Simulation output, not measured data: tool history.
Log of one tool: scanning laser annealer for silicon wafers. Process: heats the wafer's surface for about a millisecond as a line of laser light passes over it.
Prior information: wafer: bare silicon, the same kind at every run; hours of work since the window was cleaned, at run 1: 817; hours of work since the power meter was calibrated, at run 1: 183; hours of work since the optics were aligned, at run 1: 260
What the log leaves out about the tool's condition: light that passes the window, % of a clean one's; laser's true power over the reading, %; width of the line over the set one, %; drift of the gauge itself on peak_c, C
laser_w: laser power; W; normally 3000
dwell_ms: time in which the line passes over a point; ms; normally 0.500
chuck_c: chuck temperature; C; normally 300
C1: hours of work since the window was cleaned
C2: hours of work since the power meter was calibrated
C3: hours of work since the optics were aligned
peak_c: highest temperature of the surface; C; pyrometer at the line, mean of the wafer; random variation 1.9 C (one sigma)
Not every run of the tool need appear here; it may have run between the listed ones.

Run 1, hour 0.0: usual settings; C1 817; C2 183; C3 260. Result: peak_c 1060 C.
Run 2, hour 6.8: usual settings but dwell_ms 0.362 ms; C1 821; C2 186; C3 264. Result: peak_c 933 C.
Run 3, hour 16.5: usual settings but dwell_ms 0.362 ms; C1 825; C2 191; C3 269. Result: peak_c 934 C.
Run 4, hour 25.9: usual settings but dwell_ms 0.362 ms; C1 830; C2 196; C3 274. Result: peak_c 934 C.
Run 5, hour 30.7: usual settings but dwell_ms 0.362 ms; C1 833; C2 199; C3 276. Result: peak_c 931 C.
Run 6, hour 36.2: usual settings but laser_w 2884 W; C1 836; C2 202; C3 279. Result: peak_c 1033 C.
Run 7, hour 43.6: usual settings but laser_w 2884 W; C1 839; C2 205; C3 283. Result: peak_c 1029 C.
Run 8, hour 49.2: usual settings; C1 842; C2 208; C3 286. Result: peak_c 1056 C.
Run 9, hour 57.5: usual settings; C1 847; C2 212; C3 290. Result: peak_c 1059 C.
Run 10, hour 65.0: usual settings but dwell_ms 0.417 ms; C1 850; C2 216; C3 294. Result: peak_c 986 C.
Run 11, hour 74.3: usual settings but dwell_ms 0.417 ms; C1 855; C2 221; C3 298. Result: peak_c 983 C.
Run 12, hour 84.3: usual settings but dwell_ms 0.417 ms; C1 860; C2 226; C3 304. Result: peak_c 982 C.
Run 13, hour 91.9: usual settings; C1 864; C2 230; C3 308. Result: peak_c 1057 C.
Run 14, hour 99.6: usual settings; C1 868; C2 234; C3 311. Result: peak_c 1058 C.
Run 15, hour 109.0: usual settings but laser_w 3269 W; C1 873; C2 239; C3 316. Result: peak_c 1119 C.
Run 16, hour 118.5: usual settings but laser_w 2853 W, chuck_c 280 C; C1 878; C2 244; C3 321. Result: peak_c 1002 C.
Run 17, hour 128.5: usual settings but laser_w 2945 W, dwell_ms 0.595 ms, chuck_c 337 C; C1 883; C2 249; C3 326. Result: peak_c 1153 C.
Run 18, hour 133.3: usual settings but laser_w 3294 W, dwell_ms 0.375 ms, chuck_c 340 C; C1 885; C2 251; C3 329. Result: peak_c 1041 C.
Run 19, hour 139.8: usual settings but dwell_ms 0.555 ms, chuck_c 295 C; C1 889; C2 255; C3 332. Result: peak_c 1095 C.
Run 20, hour 144.0: usual settings but dwell_ms 0.555 ms, chuck_c 295 C; C1 891; C2 257; C3 334. Result: peak_c 1099 C.
Run 21, hour 152.6: usual settings but dwell_ms 0.555 ms, chuck_c 295 C; C1 895; C2 261; C3 339. Result: peak_c 1096 C.
Run 22, hour 160.1: usual settings but dwell_ms 0.555 ms, chuck_c 295 C; C1 899; C2 265; C3 342. Result: peak_c 1093 C.
Run 23, hour 169.0: usual settings but dwell_ms 0.555 ms, chuck_c 295 C; C1 904; C2 270; C3 347. Result: peak_c 1094 C.
Run 24, hour 176.0: usual settings but dwell_ms 0.555 ms, chuck_c 295 C; C1 907; C2 273; C3 351. Result: peak_c 1093 C.
Run 25, hour 185.2: usual settings but dwell_ms 0.467 ms; C1 912; C2 278; C3 355. Result: peak_c 1025 C.
Run 26, hour 193.7: usual settings but laser_w 3116 W, dwell_ms 0.467 ms, chuck_c 333 C; C1 916; C2 282; C3 360. Result: peak_c 1081 C.
Run 27, hour 198.5: usual settings but laser_w 2883 W, dwell_ms 0.550 ms, chuck_c 275 C; C1 919; C2 285; C3 362. Result: peak_c 1041 C.
Run 28, hour 205.6: usual settings but laser_w 2994 W, dwell_ms 0.614 ms; C1 922; C2 288; C3 366. Result: peak_c 1141 C.
Run 29, hour 209.8: usual settings but laser_w 2994 W, dwell_ms 0.614 ms; C1 925; C2 290; C3 368. Result: peak_c 1142 C.
Run 30, hour 219.5: usual settings but laser_w 2678 W, dwell_ms 0.440 ms; C1 930; C2 295; C3 373. Result: peak_c 928 C.

The logged runs with the hidden state left out (each run's random variation unchanged):
run  peak_c
  1    1099
  2     966
  3     967
  4     967
  5     964
  6    1072
  7    1068
  8    1097
  9    1100
 10    1023
 11    1021
 12    1019
 13    1099
 14    1100
 15    1165
 16    1043
 17    1200
 18    1081
 19    1141
 20    1145
 21    1142
 22    1140
 23    1141
 24    1140
 25    1068
 26    1126
 27    1087
 28    1192
 29    1193
 30     966

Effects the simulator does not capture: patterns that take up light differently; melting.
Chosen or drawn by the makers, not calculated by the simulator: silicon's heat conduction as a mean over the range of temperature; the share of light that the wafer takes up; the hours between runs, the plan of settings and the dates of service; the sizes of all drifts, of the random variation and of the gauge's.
